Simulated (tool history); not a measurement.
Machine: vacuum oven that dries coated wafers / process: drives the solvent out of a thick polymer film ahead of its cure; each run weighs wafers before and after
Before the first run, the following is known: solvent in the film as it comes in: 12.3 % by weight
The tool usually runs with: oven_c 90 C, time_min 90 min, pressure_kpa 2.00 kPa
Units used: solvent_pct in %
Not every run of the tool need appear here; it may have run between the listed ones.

run	hour	oven_c	time_min	pressure_kpa	solvent_pct
1	0.0	90	90	2.00	1.78
2	63.1	90	90	2.00	1.78
3	104.4	88	90	2.00	2.17
4	161.1	90	90	2.00	1.86
5	219.1	90	90	2.00	1.79
6	277.1	90	90	2.00	1.75
7	334.1	90	90	2.00	1.80
8	377.9	90	90	2.00	1.84
9	410.4	90	90	2.00	1.85
10	473.1	90	90	2.00	1.89
11	509.6	90	90	1.36	1.48
12	536.7	90	90	1.36	1.53
13	588.6	90	90	1.36	1.55
14	630.2	90	77	2.00	2.15
15	672.7	90	90	2.00	1.95
16	720.4	90	90	2.00	1.89
17	750.1	90	90	2.00	1.93
18	784.8	90	90	2.00	1.96
19	831.2	90	90	2.00	1.87
20	879.9	90	96	2.00	1.88
21	944.9	90	90	2.94	2.43
22	983.6	90	90	2.94	2.47
# hour 1022.7: vacuum gauge cleaned of residue and calibrated
23	1028.9	90	90	2.94	2.33
24	1071.3	90	66	2.94	2.97
25	1116.0	90	78	2.00	2.21
26	1165.8	89	78	1.48	2.08
27	1208.0	87	90	2.00	2.47
28	1250.3	87	90	2.00	2.57
29	1312.9	87	90	2.00	2.53
30	1352.9	87	90	2.00	2.56
31	1385.0	105	54	2.00	0.77
32	1437.6	105	54	2.00	0.79
33	1477.6	97	90	2.00	1.00
34	1506.4	84	111	2.00	2.84
35	1562.4	90	64	2.00	2.72
36	1605.6	90	64	2.00	2.74
37	1643.6	86	58	2.00	4.13
38	1674.2	86	58	2.00	4.18
39	1709.5	78	90	3.93	6.34
40	1768.0	92	105	2.88	1.92
41	1816.0	92	77	2.57	2.20
42	1861.5	100	75	4.20	1.91
43	1902.4	104	120	2.00	0.75
44	1951.2	96	90	2.00	1.13
45	2017.1	91	90	1.31	1.50
46	2076.6	97	143	2.00	0.93
47	2110.3	97	143	2.00	0.98

Predict each of these 3 candidate next runs independently; none follows another, all start after run 47:
A	2173.8	90	90	7.63	?
B	2173.8	99	114	2.08	?
C	2173.8	94	47	1.26	?

run	solvent_pct
A	5.24
B	0.97
C	2.56
What these runs would have given with no unlogged condition in the tool:
run	solvent_pct
A	4.62
B	0.84
C	2.01

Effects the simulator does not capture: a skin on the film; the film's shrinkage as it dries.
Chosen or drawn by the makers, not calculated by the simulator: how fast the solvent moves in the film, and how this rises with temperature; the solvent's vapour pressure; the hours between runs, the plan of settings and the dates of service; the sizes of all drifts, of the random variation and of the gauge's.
